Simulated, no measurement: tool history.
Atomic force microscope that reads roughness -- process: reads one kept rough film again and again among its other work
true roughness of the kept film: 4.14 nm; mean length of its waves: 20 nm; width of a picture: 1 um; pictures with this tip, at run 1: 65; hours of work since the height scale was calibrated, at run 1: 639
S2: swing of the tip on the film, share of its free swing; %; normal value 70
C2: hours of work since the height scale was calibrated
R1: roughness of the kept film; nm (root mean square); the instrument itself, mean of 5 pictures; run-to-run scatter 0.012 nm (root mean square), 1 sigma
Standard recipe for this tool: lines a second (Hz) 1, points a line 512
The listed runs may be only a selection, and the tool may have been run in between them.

{"run": 1, "day": 0.0, "lines a second (Hz)": 1, "S2": 70, "points a line": 512, "pictures with this tip": 65, "C2": 639, "R1": 1.91}
{"run": 2, "day": 1.054, "lines a second (Hz)": 1, "S2": 70, "points a line": 476, "pictures with this tip": 115, "C2": 656, "R1": 1.591}
{"run": 3, "day": 1.925, "lines a second (Hz)": 1, "S2": 70, "points a line": 512, "pictures with this tip": 155, "C2": 670, "R1": 1.384}
{"day": 2.4, "done": "new tip fitted"}
{"run": 4, "day": 3.238, "lines a second (Hz)": 1, "S2": 70, "points a line": 512, "pictures with this tip": 39, "C2": 691, "R1": 2.202}
{"run": 5, "day": 4.508, "lines a second (Hz)": 1, "S2": 70, "points a line": 512, "pictures with this tip": 99, "C2": 711, "R1": 1.651}
{"run": 6, "day": 5.521, "lines a second (Hz)": 1, "S2": 70, "points a line": 512, "pictures with this tip": 146, "C2": 727, "R1": 1.405}
{"day": 6.221, "done": "new tip fitted"}
{"run": 7, "day": 6.346, "lines a second (Hz)": 1, "S2": 70, "points a line": 512, "pictures with this tip": 6, "C2": 740, "R1": 2.631}
{"run": 8, "day": 7.654, "lines a second (Hz)": 1, "S2": 70, "points a line": 512, "pictures with this tip": 67, "C2": 761, "R1": 1.888}
{"run": 9, "day": 8.296, "lines a second (Hz)": 1, "S2": 70, "points a line": 512, "pictures with this tip": 97, "C2": 771, "R1": 1.687}
{"run": 10, "day": 8.883, "lines a second (Hz)": 1, "S2": 70, "points a line": 512, "pictures with this tip": 124, "C2": 781, "R1": 1.528}
{"day": 9.038, "done": "height scale calibrated on a step standard"}
{"run": 11, "day": 9.771, "lines a second (Hz)": 1, "S2": 62, "points a line": 512, "pictures with this tip": 164, "C2": 12, "R1": 1.368}
{"day": 10.05, "done": "new tip fitted"}
{"run": 12, "day": 10.958, "lines a second (Hz)": 1, "S2": 62, "points a line": 512, "pictures with this tip": 42, "C2": 30, "R1": 2.171}
{"day": 12.404, "done": "height scale calibrated on a step standard, once more"}
{"run": 13, "day": 12.404, "lines a second (Hz)": 1, "S2": 70, "points a line": 512, "pictures with this tip": 108, "C2": 0, "R1": 1.57}
{"run": 14, "day": 13.583, "lines a second (Hz)": 1, "S2": 70, "points a line": 512, "pictures with this tip": 163, "C2": 19, "R1": 1.31}
{"day": 13.95, "done": "new tip fitted"}
{"run": 15, "day": 15.029, "lines a second (Hz)": 1, "S2": 70, "points a line": 512, "pictures with this tip": 50, "C2": 42, "R1": 2.096}
{"run": 16, "day": 16.183, "lines a second (Hz)": 1, "S2": 58, "points a line": 512, "pictures with this tip": 104, "C2": 60, "R1": 1.678}
{"run": 17, "day": 17.029, "lines a second (Hz)": 0.96, "S2": 70, "points a line": 512, "pictures with this tip": 144, "C2": 74, "R1": 1.412}
{"day": 17.712, "done": "new tip fitted"}
{"run": 18, "day": 18.15, "lines a second (Hz)": 1.39, "S2": 76, "points a line": 512, "pictures with this tip": 20, "C2": 91, "R1": 2.26}
{"run": 19, "day": 19.271, "lines a second (Hz)": 3.15, "S2": 70, "points a line": 310, "pictures with this tip": 73, "C2": 109, "R1": 1.61}
{"run": 20, "day": 20.021, "lines a second (Hz)": 1, "S2": 87, "points a line": 440, "pictures with this tip": 108, "C2": 121, "R1": 1.509}
{"run": 21, "day": 20.883, "lines a second (Hz)": 1, "S2": 87, "points a line": 440, "pictures with this tip": 148, "C2": 135, "R1": 1.31}
{"day": 21.521, "done": "new tip fitted"}
{"run": 22, "day": 21.521, "lines a second (Hz)": 1, "S2": 70, "points a line": 305, "pictures with this tip": 0, "C2": 145, "R1": 2.618}
{"run": 23, "day": 22.908, "lines a second (Hz)": 2.51, "S2": 70, "points a line": 850, "pictures with this tip": 64, "C2": 167, "R1": 1.781}
{"run": 24, "day": 24.071, "lines a second (Hz)": 1.32, "S2": 70, "points a line": 318, "pictures with this tip": 119, "C2": 186, "R1": 1.517}
{"run": 25, "day": 24.925, "lines a second (Hz)": 1.32, "S2": 70, "points a line": 318, "pictures with this tip": 159, "C2": 199, "R1": 1.331}
{"day": 25.275, "done": "new tip fitted"}
{"run": 26, "day": 25.933, "lines a second (Hz)": 0.51, "S2": 89, "points a line": 345, "pictures with this tip": 31, "C2": 215, "R1": 2.238}
{"run": 27, "day": 26.908, "lines a second (Hz)": 2.74, "S2": 57, "points a line": 902, "pictures with this tip": 76, "C2": 231, "R1": 1.842}
{"run": 28, "day": 27.579, "lines a second (Hz)": 1, "S2": 70, "points a line": 658, "pictures with this tip": 108, "C2": 242, "R1": 1.633}
{"run": 29, "day": 28.95, "lines a second (Hz)": 1, "S2": 70, "points a line": 432, "pictures with this tip": 172, "C2": 264, "R1": 1.289}

Forecast each of these 3 alternatives for the next run:
{"day": 29.05, "done": "new tip fitted"}
{"run": "A", "day": 30.425, "lines a second (Hz)": 1.96, "S2": 70, "points a line": 512, "pictures with this tip": 65, "C2": 287, "R1": "?"}
{"day": 29.05, "done": "new tip fitted"}
{"run": "B", "day": 30.425, "lines a second (Hz)": 0.79, "S2": 70, "points a line": 432, "pictures with this tip": 65, "C2": 287, "R1": "?"}
{"day": 29.05, "done": "new tip fitted"}
{"run": "C", "day": 30.425, "lines a second (Hz)": 3.05, "S2": 70, "points a line": 829, "pictures with this tip": 65, "C2": 287, "R1": "?"}

run=A R1=1.759
run=B R1=1.859
run=C R1=1.656
What these runs would have given with no unlogged condition in the tool:
run=A R1=2.592
run=B R1=2.742
run=C R1=2.444
